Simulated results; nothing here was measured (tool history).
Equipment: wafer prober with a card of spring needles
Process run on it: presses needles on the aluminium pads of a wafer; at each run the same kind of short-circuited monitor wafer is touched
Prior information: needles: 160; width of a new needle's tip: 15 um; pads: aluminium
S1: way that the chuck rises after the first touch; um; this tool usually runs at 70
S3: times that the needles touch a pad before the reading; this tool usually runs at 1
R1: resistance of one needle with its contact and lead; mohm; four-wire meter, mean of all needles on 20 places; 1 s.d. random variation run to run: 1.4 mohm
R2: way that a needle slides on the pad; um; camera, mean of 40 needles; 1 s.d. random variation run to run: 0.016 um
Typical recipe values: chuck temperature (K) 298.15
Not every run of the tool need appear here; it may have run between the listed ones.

run 1 hour=0 | S1=70 chuck_temperature_(K)=298.15 S3=1 | R1=135 R2=18.51
-- hour=1.7 height of the first contact set anew
-- hour=8.4 tips cleaned on abrasive film
run 2 hour=11.9 | S1=70 chuck_temperature_(K)=298.15 S3=1 | R1=159 R2=18.84
-- hour=16.5 tips cleaned on abrasive film
-- hour=24.8 tips cleaned on abrasive film
run 3 hour=25.9 | S1=70 chuck_temperature_(K)=298.15 S3=1 | R1=143 R2=18.84
-- hour=33.3 tips cleaned on abrasive film
run 4 hour=40.8 | S1=70 chuck_temperature_(K)=298.15 S3=1 | R1=173 R2=18.84
-- hour=42.4 tips cleaned on abrasive film
-- hour=51.8 tips cleaned on abrasive film
run 5 hour=53.2 | S1=70 chuck_temperature_(K)=301.15 S3=1 | R1=147 R2=18.8
-- hour=59.8 tips cleaned on abrasive film
-- hour=69 tips cleaned on abrasive film
run 6 hour=73.4 | S1=70 chuck_temperature_(K)=301.15 S3=1 | R1=164 R2=18.77
-- hour=78.2 tips cleaned on abrasive film
-- hour=86.4 tips cleaned on abrasive film
run 7 hour=86.8 | S1=70 chuck_temperature_(K)=301.15 S3=1 | R1=137 R2=18.78
-- hour=95.5 tips cleaned on abrasive film
run 8 hour=101.8 | S1=70 chuck_temperature_(K)=298.15 S3=3 | R1=144 R2=18.75
-- hour=104.3 tips cleaned on abrasive film
-- hour=113.4 tips cleaned on abrasive film
-- hour=122.1 tips cleaned on abrasive film
run 9 hour=122.4 | S1=70 chuck_temperature_(K)=298.15 S3=2 | R1=132 R2=18.7
-- hour=130.1 tips cleaned on abrasive film
run 10 hour=132.9 | S1=70 chuck_temperature_(K)=298.15 S3=2 | R1=145 R2=18.69
-- hour=138.7 tips cleaned on abrasive film
-- hour=146.6 tips cleaned on abrasive film
run 11 hour=148.3 | S1=70 chuck_temperature_(K)=298.15 S3=2 | R1=140 R2=18.64
-- hour=154.6 tips cleaned on abrasive film
run 12 hour=160.4 | S1=70 chuck_temperature_(K)=298.15 S3=1 | R1=170 R2=18.65
-- hour=163.7 tips cleaned on abrasive film
-- hour=171.6 tips cleaned on abrasive film
run 13 hour=171.6 | S1=70 chuck_temperature_(K)=298.15 S3=1 | R1=133 R2=18.62
-- hour=179.9 tips cleaned on abrasive film
run 14 hour=182 | S1=70 chuck_temperature_(K)=298.15 S3=1 | R1=147 R2=18.62
-- hour=188.7 tips cleaned on abrasive film
run 15 hour=191.9 | S1=57 chuck_temperature_(K)=298.15 S3=1 | R1=177 R2=15.15
-- hour=196.8 tips cleaned on abrasive film
-- hour=205.5 tips cleaned on abrasive film
run 16 hour=210.6 | S1=87 chuck_temperature_(K)=300.15 S3=1 | R1=152 R2=23.21
-- hour=214.9 tips cleaned on abrasive film
-- hour=223.7 tips cleaned on abrasive film
run 17 hour=223.8 | S1=87 chuck_temperature_(K)=300.15 S3=1 | R1=133 R2=23.17
-- hour=232.5 tips cleaned on abrasive film
-- hour=240.4 tips cleaned on abrasive film
run 18 hour=244.6 | S1=87 chuck_temperature_(K)=300.15 S3=1 | R1=148 R2=23.12
-- hour=249.7 tips cleaned on abrasive film
run 19 hour=255.3 | S1=87 chuck_temperature_(K)=300.15 S3=1 | R1=156 R2=23.1
-- hour=258.6 tips cleaned on abrasive film
-- hour=267 tips cleaned on abrasive film
run 20 hour=269.1 | S1=70 chuck_temperature_(K)=298.15 S3=3 | R1=140 R2=18.52
-- hour=275.8 tips cleaned on abrasive film
-- hour=277.5 height of the first contact set anew
run 21 hour=280.5 | S1=70 chuck_temperature_(K)=298.15 S3=3 | R1=143 R2=18.87
-- hour=284.7 tips cleaned on abrasive film
-- hour=292.7 tips cleaned on abrasive film
-- hour=301.5 tips cleaned on abrasive film
run 22 hour=301.8 | S1=57 chuck_temperature_(K)=298.15 S3=3 | R1=135 R2=15.33
-- hour=311 tips cleaned on abrasive film
run 23 hour=311.2 | S1=57 chuck_temperature_(K)=298.15 S3=3 | R1=135 R2=15.29
-- hour=319.3 tips cleaned on abrasive film
run 24 hour=322 | S1=77 chuck_temperature_(K)=312.15 S3=1 | R1=153 R2=20.68
-- hour=327.3 tips cleaned on abrasive film
-- hour=336.2 tips cleaned on abrasive film
run 25 hour=338 | S1=81 chuck_temperature_(K)=353.15 S3=3 | R1=140 R2=21.73
-- hour=344.8 tips cleaned on abrasive film
run 26 hour=350.8 | S1=84 chuck_temperature_(K)=326.15 S3=2 | R1=151 R2=22.52
-- hour=354.2 tips cleaned on abrasive film
-- hour=362.1 tips cleaned on abrasive film
-- hour=371 tips cleaned on abrasive film
run 27 hour=371.3 | S1=57 chuck_temperature_(K)=326.15 S3=2 | R1=141 R2=15.23
-- hour=379.8 tips cleaned on abrasive film
-- hour=387.7 tips cleaned on abrasive film
run 28 hour=393.4 | S1=63 chuck_temperature_(K)=301.15 S3=2 | R1=161 R2=16.81
-- hour=396.2 tips cleaned on abrasive film
-- hour=404.5 tips cleaned on abrasive film
-- hour=412.4 tips cleaned on abrasive film
run 29 hour=412.8 | S1=50 chuck_temperature_(K)=323.15 S3=2 | R1=146 R2=13.3

For run 30, what comes out?
-- hour=420.8 tips cleaned on abrasive film
-- hour=429 tips cleaned on abrasive film
run 30 hour=433.7 | S1=78 chuck_temperature_(K)=323.15 S3=1 | R1=? R2=?

Logged for run 30: R1 162 mohm, R2 20.8 um.
Were there no unlogged condition in the tool, this run, its random variation unchanged, would have produced R1 129 mohm, R2 21 um.
